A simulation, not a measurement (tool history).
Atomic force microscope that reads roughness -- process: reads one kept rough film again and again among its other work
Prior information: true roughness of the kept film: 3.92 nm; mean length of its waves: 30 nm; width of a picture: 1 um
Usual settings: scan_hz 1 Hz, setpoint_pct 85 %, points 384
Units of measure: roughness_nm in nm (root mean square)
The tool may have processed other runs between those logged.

| run | day | scan_hz | setpoint_pct | points | roughness_nm |
|---|---|---|---|---|---|
| 1 | 0 | 1 | 85 | 384 | 2.908 |
| 2 | 1.242 | 1 | 85 | 775 | 2.85 |
| 3 | 2.804 | 1 | 85 | 775 | 2.76 |
| 4 | 3.7 | 1 | 85 | 384 | 2.686 |
| 5 | 5.858 | 1 | 85 | 417 | 2.565 |
| 6 | 7.238 | 1 | 85 | 384 | 2.496 |
| 7 | 9.217 | 1 | 85 | 384 | 2.409 |
|  | 10.321 | new tip fitted |
| 8 | 11.275 | 1 | 85 | 384 | 2.866 |
| 9 | 12.325 | 1 | 85 | 384 | 2.822 |
| 10 | 14.05 | 1 | 85 | 384 | 2.699 |
| 11 | 15.342 | 1 | 85 | 384 | 2.661 |
| 12 | 16.488 | 1 | 85 | 384 | 2.599 |
| 13 | 17.433 | 1 | 85 | 384 | 2.544 |
| 14 | 18.733 | 1 | 85 | 775 | 2.503 |
|  | 20.862 | new tip fitted |
| 15 | 20.883 | 0.62 | 57 | 469 | 3.241 |
| 16 | 21.821 | 2.91 | 84 | 761 | 2.481 |
| 17 | 23.908 | 0.52 | 83 | 678 | 2.946 |
| 18 | 24.979 | 0.52 | 83 | 678 | 2.834 |
| 19 | 26.846 | 1 | 85 | 1000 | 2.581 |
| 20 | 28.908 | 1.61 | 56 | 384 | 2.659 |
| 21 | 30.546 | 2.43 | 85 | 384 | 2.101 |
|  | 31.458 | new tip fitted |
| 22 | 31.479 | 1.47 | 85 | 658 | 2.837 |
| 23 | 32.862 | 1.47 | 85 | 658 | 2.733 |
| 24 | 33.867 | 1.76 | 57 | 688 | 3.003 |
| 25 | 35.221 | 1.76 | 57 | 688 | 2.913 |
| 26 | 36.396 | 1.76 | 57 | 688 | 2.824 |
| 27 | 38.383 | 2.34 | 81 | 1004 | 2.343 |
| 28 | 40.521 | 2.34 | 81 | 1004 | 2.26 |

Run by run, hidden condition taken away, random variation retained:
Hidden state at play: radius of the tip, nm; height scale over the true one, %; drift of the gauge itself on roughness_nm, %.
| run | roughness_nm |
|---|---|
| 1 | 3.003 |
| 2 | 3.025 |
| 3 | 3.032 |
| 4 | 3.01 |
| 5 | 3.006 |
| 6 | 2.999 |
| 7 | 3.012 |
| 8 | 2.989 |
| 9 | 3.019 |
| 10 | 2.985 |
| 11 | 3.019 |
| 12 | 3.018 |
| 13 | 3.012 |
| 14 | 3.043 |
| 15 | 3.299 |
| 16 | 2.579 |
| 17 | 3.206 |
| 18 | 3.159 |
| 19 | 2.993 |
| 20 | 3.209 |
| 21 | 2.614 |
| 22 | 2.887 |
| 23 | 2.871 |
| 24 | 3.231 |
| 25 | 3.22 |
| 26 | 3.203 |
| 27 | 2.76 |
| 28 | 2.769 |
